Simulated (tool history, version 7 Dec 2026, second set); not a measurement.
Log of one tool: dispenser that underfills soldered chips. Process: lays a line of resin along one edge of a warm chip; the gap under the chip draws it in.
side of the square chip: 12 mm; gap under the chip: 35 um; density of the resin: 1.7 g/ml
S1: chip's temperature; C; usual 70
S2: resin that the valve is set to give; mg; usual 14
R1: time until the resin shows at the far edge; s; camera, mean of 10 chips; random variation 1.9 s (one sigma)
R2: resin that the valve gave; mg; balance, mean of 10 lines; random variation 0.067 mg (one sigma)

Run 1, hour 0: usual settings. Result: R1 297.8 s, R2 13.52 mg.
At hour 4.4: new syringe of resin.
Run 2, hour 14.6: usual settings. Result: R1 319.4 s, R2 13.33 mg.
At hour 16.8: new syringe of resin.
Run 3, hour 21.9: usual settings but S2 17.9 mg. Result: R1 247.3 s, R2 17.12 mg.
At hour 29.2: new syringe of resin.
Run 4, hour 36.7: usual settings but S2 17.9 mg. Result: R1 266.5 s, R2 17.15 mg.
At hour 42.1: new syringe of resin.
Run 5, hour 50.4: usual settings but S2 17.9 mg. Result: R1 287.1 s, R2 17.04 mg.
At hour 54.3: new syringe of resin.
Run 6, hour 61.6: usual settings but S2 17.9 mg. Result: R1 269.3 s, R2 17.05 mg.
At hour 66.7: new syringe of resin.
Run 7, hour 71.5: usual settings but S1 76 C. Result: R1 195.5 s, R2 13.28 mg.

The next listed run, before its measurement:
At hour 79.4: new syringe of resin.
Run 8, hour 79.7: usual settings but S1 82 C, S2 15.6 mg. Result: R1 ?, R2 ?.

R1: 124.9 s
R2: 14.65 mg
Without the tool's hidden state the same run would have given R1 120.8 s, R2 15.57 mg.
